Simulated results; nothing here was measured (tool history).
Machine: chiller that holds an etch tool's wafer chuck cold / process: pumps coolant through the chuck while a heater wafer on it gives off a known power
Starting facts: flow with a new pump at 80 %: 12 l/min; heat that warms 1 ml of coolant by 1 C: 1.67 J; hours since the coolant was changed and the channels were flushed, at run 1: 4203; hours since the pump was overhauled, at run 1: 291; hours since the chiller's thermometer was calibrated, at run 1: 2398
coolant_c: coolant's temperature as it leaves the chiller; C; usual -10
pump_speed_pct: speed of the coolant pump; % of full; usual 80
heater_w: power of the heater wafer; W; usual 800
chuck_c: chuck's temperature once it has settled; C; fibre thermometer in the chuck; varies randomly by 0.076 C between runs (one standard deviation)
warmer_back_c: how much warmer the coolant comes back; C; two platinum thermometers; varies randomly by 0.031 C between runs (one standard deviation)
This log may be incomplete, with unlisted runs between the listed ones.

run,day,coolant_c,pump_speed_pct,heater_w,hours since the coolant was changed and the channels were flushed,hours since the pump was overhauled,hours since the chiller's thermometer was calibrated,chuck_c,warmer_back_c
1,0.000,-10,80,800,4203,291,2398,-4.43,2.38
2,7.300,-10,80,800,4379,466,2573,-4.44,2.40
3,11.417,-10,80,923,4477,565,2672,-3.56,2.74
4,15.483,-10,80,800,4575,663,2769,-4.47,2.32
5,19.262,-10,80,847,4666,753,2860,-4.01,2.56
6,25.188,-10,80,847,4808,896,3002,-4.10,2.54
7,32.254,-10,80,800,4977,1065,3172,-4.35,2.41
8,41.179,-10,97,800,5192,1279,3386,-5.09,1.96
9,47.542,-9,61,800,5344,1432,3539,-2.28,3.19
10,53.562,-9,61,800,5489,1577,3683,-2.11,3.19
11,60.038,-9,61,800,5644,1732,3839,-2.21,3.20
12,66.188,-1,64,650,5792,1880,3986,4.39,2.47
13,70.504,-1,64,650,5895,1983,4090,4.42,2.45
14,76.550,-1,64,650,6040,2128,4235,4.11,2.46
15,81.017,-11,61,468,6148,2236,4342,-7.13,1.86
16,87.329,-5,65,800,6299,2387,4494,1.50,2.97

Consider 4 possible next runs. They are alternatives, not a sequence: every one starts from the tool as it was left by run 16. What does each give?
A,93.050,-6,66,415,6437,2524,4631,?,?
B,93.050,-9,67,529,6437,2524,4631,?,?
C,93.050,-5,65,975,6437,2524,4631,?,?
D,93.050,-1,66,819,6437,2524,4631,?,?

run,chuck_c,warmer_back_c
A,-2.52,1.52
B,-4.80,1.97
C,3.01,3.64
D,5.53,2.93
Had the tool no hidden state, the same runs would have come out as:
run,chuck_c,warmer_back_c
A,-2.51,1.52
B,-4.80,1.96
C,3.01,3.64
D,5.53,2.93
